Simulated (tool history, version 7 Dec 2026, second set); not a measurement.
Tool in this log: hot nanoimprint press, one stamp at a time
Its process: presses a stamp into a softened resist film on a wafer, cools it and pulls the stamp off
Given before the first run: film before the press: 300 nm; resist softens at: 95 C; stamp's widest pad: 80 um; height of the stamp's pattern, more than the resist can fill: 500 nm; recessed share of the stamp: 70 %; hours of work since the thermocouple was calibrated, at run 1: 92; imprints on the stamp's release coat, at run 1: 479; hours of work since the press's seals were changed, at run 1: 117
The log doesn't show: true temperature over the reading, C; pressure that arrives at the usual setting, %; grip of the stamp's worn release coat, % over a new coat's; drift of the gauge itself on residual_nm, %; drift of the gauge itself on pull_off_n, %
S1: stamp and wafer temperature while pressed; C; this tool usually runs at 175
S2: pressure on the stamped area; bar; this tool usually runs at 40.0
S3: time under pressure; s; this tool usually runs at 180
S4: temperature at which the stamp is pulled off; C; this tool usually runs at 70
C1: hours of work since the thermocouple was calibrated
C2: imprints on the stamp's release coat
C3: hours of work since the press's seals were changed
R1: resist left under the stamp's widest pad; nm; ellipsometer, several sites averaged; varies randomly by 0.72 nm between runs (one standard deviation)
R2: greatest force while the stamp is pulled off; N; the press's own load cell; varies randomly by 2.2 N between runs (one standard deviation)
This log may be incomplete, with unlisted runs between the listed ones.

run 1 day=0.000 | S1=175 S2=40.0 S3=180 S4=70 | C1=92 C2=479 C3=117 | R1=163.7 R2=95
run 2 day=0.262 | S1=170 S2=40.0 S3=180 S4=70 | C1=96 C2=508 C3=121 | R1=182.2 R2=98
run 3 day=0.583 | S1=170 S2=40.0 S3=180 S4=70 | C1=102 C2=545 C3=127 | R1=181.9 R2=99
run 4 day=0.871 | S1=175 S2=40.0 S3=180 S4=70 | C1=107 C2=578 C3=132 | R1=163.9 R2=94
run 5 day=1.096 | S1=175 S2=39.0 S3=180 S4=70 | C1=111 C2=604 C3=136 | R1=166.3 R2=96
run 6 day=1.479 | S1=175 S2=50.4 S3=180 S4=70 | C1=118 C2=647 C3=143 | R1=150.5 R2=101
run 7 day=1.729 | S1=175 S2=40.0 S3=180 S4=70 | C1=122 C2=676 C3=147 | R1=163.5 R2=98
run 8 day=2.029 | S1=175 S2=40.0 S3=180 S4=70 | C1=127 C2=710 C3=152 | R1=162.3 R2=100
run 9 day=2.275 | S1=175 S2=40.0 S3=180 S4=70 | C1=132 C2=738 C3=157 | R1=161.7 R2=98
run 10 day=2.571 | S1=175 S2=40.0 S3=180 S4=70 | C1=137 C2=772 C3=162 | R1=163.9 R2=97
run 11 day=2.808 | S1=175 S2=40.0 S3=180 S4=70 | C1=141 C2=799 C3=166 | R1=162.8 R2=101
run 12 day=3.112 | S1=175 S2=40.0 S3=180 S4=70 | C1=146 C2=834 C3=171 | R1=162.4 R2=98
run 13 day=3.504 | S1=175 S2=40.0 S3=180 S4=70 | C1=153 C2=878 C3=178 | R1=163.0 R2=100
-- day=4.017 stamp cleaned and given a new release coat
run 14 day=4.062 | S1=175 S2=40.0 S3=180 S4=69 | C1=158 C2=5 C3=184 | R1=161.7 R2=95
run 15 day=4.246 | S1=175 S2=40.0 S3=180 S4=69 | C1=162 C2=26 C3=187 | R1=162.3 R2=100
run 16 day=4.579 | S1=184 S2=40.0 S3=280 S4=70 | C1=168 C2=63 C3=193 | R1=110.1 R2=96
run 17 day=4.808 | S1=184 S2=28.6 S3=280 S4=71 | C1=172 C2=90 C3=197 | R1=126.9 R2=96
run 18 day=5.054 | S1=184 S2=28.6 S3=280 S4=71 | C1=176 C2=118 C3=201 | R1=127.1 R2=97
run 19 day=5.429 | S1=184 S2=28.6 S3=280 S4=71 | C1=182 C2=161 C3=208 | R1=127.1 R2=96
run 20 day=5.700 | S1=184 S2=28.6 S3=280 S4=71 | C1=187 C2=191 C3=212 | R1=127.0 R2=96
run 21 day=6.004 | S1=184 S2=28.6 S3=136 S4=71 | C1=193 C2=226 C3=218 | R1=167.8 R2=98
run 22 day=6.350 | S1=184 S2=28.6 S3=136 S4=71 | C1=199 C2=266 C3=224 | R1=166.3 R2=98
run 23 day=6.604 | S1=179 S2=50.3 S3=180 S4=70 | C1=203 C2=294 C3=228 | R1=134.5 R2=96
run 24 day=6.962 | S1=179 S2=48.1 S3=135 S4=70 | C1=209 C2=335 C3=234 | R1=152.7 R2=101
run 25 day=7.217 | S1=179 S2=48.1 S3=135 S4=70 | C1=214 C2=364 C3=239 | R1=153.1 R2=97
run 26 day=7.400 | S1=179 S2=48.1 S3=135 S4=70 | C1=217 C2=385 C3=242 | R1=152.8 R2=98
run 27 day=7.617 | S1=173 S2=40.0 S3=110 S4=67 | C1=221 C2=410 C3=246 | R1=197.2 R2=104

What will run 28 give?
run 28 day=7.825 | S1=176 S2=31.3 S3=124 S4=77 | C1=224 C2=434 C3=250 | R1=? R2=?

Run 28 yielded R1 193.3 nm, R2 89 N.
Without the tool's hidden state the same run would have given R1 196.4 nm, R2 89 N.

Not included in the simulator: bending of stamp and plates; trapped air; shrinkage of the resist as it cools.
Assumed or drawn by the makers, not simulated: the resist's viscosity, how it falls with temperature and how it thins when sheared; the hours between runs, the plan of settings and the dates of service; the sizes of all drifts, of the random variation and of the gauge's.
